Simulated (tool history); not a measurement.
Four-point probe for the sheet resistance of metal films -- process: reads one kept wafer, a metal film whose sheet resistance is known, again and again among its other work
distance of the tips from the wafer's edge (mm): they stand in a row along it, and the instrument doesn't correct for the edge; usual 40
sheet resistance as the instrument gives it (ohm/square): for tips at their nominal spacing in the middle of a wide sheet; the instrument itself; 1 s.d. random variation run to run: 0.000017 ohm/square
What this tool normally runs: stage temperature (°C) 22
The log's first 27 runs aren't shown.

run,day,stage temperature (°C),distance of the tips from the wafer's edge (mm),sheet resistance as the instrument gives it (ohm/square)
28,17.850,32,3,0.084859
29,18.279,21,4,0.083999
30,18.862,21,4,0.084001
31,19.367,23,5,0.083799
32,19.792,18,40,0.083209
33,20.575,18,40,0.083222
34,21.404,33,40,0.083675
35,22.108,33,40,0.083668
36,23.054,33,40,0.083632
37,23.550,33,40,0.083657
38,24.233,30,40,0.083581
39,24.767,30,40,0.083562
40,25.446,22,9,0.083432
41,26.275,25,6,0.083695

Alternative continuations, all from the tool just after run 41; predict every row:
A,27.092,25,21,?
B,27.092,23,22,?
C,27.092,20,6,?
D,27.092,25,7,?
E,27.092,21,6,?

run,sheet resistance as the instrument gives it (ohm/square)
A,0.083392
B,0.083364
C,0.083512
D,0.083625
E,0.083572
Without the tool's hidden state the same runs would have given:
run,sheet resistance as the instrument gives it (ohm/square)
A,0.083467
B,0.083439
C,0.083589
D,0.083700
E,0.083648
